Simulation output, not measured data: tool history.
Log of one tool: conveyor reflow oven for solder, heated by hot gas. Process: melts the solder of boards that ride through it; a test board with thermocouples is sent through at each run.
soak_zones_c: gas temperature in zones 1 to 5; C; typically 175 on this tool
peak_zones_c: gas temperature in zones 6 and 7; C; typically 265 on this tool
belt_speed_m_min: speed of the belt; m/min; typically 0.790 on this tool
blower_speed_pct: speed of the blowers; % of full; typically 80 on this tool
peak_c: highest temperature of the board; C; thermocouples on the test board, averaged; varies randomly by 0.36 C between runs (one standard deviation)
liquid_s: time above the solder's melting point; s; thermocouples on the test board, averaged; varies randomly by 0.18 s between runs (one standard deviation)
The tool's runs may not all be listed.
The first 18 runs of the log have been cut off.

Run 19, day 26.046: usual settings but soak_zones_c 170 C, peak_zones_c 276 C, belt_speed_m_min 0.899 m/min, blower_speed_pct 52 % of full. Result: peak_c 244.2 C, liquid_s 29.0 s.
Run 20, day 26.850: usual settings but soak_zones_c 170 C, peak_zones_c 276 C, belt_speed_m_min 0.899 m/min, blower_speed_pct 52 % of full. Result: peak_c 243.9 C, liquid_s 28.5 s.
At day 27.221: flux residue cleaned out of gas plates and filters.
Run 21, day 28.508: usual settings but soak_zones_c 186 C, peak_zones_c 255 C, belt_speed_m_min 0.691 m/min. Result: peak_c 244.7 C, liquid_s 48.5 s.
Run 22, day 29.992: usual settings but soak_zones_c 186 C, peak_zones_c 269 C, belt_speed_m_min 0.637 m/min, blower_speed_pct 71 % of full. Result: peak_c 258.2 C, liquid_s 59.8 s.
Run 23, day 30.954: usual settings but soak_zones_c 186 C, peak_zones_c 263 C, belt_speed_m_min 0.900 m/min, blower_speed_pct 51 % of full. Result: peak_c 239.1 C, liquid_s 30.4 s.
Run 24, day 31.867: usual settings but blower_speed_pct 65 % of full. Result: peak_c 247.0 C, liquid_s 38.4 s.
Run 25, day 32.871: usual settings but soak_zones_c 161 C, belt_speed_m_min 0.661 m/min. Result: peak_c 252.0 C, liquid_s 47.4 s.
Run 26, day 34.308: usual settings but soak_zones_c 161 C, peak_zones_c 279 C, belt_speed_m_min 0.661 m/min, blower_speed_pct 75 % of full. Result: peak_c 263.0 C, liquid_s 52.7 s.
Run 27, day 35.496: usual settings but soak_zones_c 161 C, peak_zones_c 279 C, belt_speed_m_min 0.661 m/min, blower_speed_pct 75 % of full. Result: peak_c 263.5 C, liquid_s 53.1 s.
Run 28, day 36.629: usual settings but soak_zones_c 161 C, peak_zones_c 279 C, belt_speed_m_min 0.638 m/min, blower_speed_pct 51 % of full. Result: peak_c 258.8 C, liquid_s 51.6 s.
Run 29, day 37.492: usual settings but soak_zones_c 183 C, peak_zones_c 261 C. Result: peak_c 246.0 C, liquid_s 41.1 s.
Run 30, day 38.871: usual settings but soak_zones_c 183 C, peak_zones_c 261 C, blower_speed_pct 60 % of full. Result: peak_c 242.0 C, liquid_s 37.7 s.

Below are 3 alternative next runs, each starting from the tool's condition after run 30. Predict each:
At day 40.321: thermocouples of zones 6 and 7 changed.
Run A, day 40.767: usual settings but peak_zones_c 261 C, belt_speed_m_min 0.630 m/min, blower_speed_pct 61 % of full. Result: peak_c ?, liquid_s ?.
At day 40.321: thermocouples of zones 6 and 7 changed.
Run B, day 40.767: usual settings but soak_zones_c 182 C, peak_zones_c 261 C, belt_speed_m_min 0.690 m/min, blower_speed_pct 73 % of full. Result: peak_c ?, liquid_s ?.
At day 40.321: thermocouples of zones 6 and 7 changed.
Run C, day 40.767: usual settings but soak_zones_c 187 C, peak_zones_c 256 C, blower_speed_pct 60 % of full. Result: peak_c ?, liquid_s ?.

run  peak_c  liquid_s
  A   250.8      51.9
  B   250.7      49.6
  C   242.1      38.5
With the hidden condition removed and each run's random variation left untouched, the same runs would have given:
run  peak_c  liquid_s
  A   251.4      50.6
  B   251.4      48.4
  C   242.7      37.7
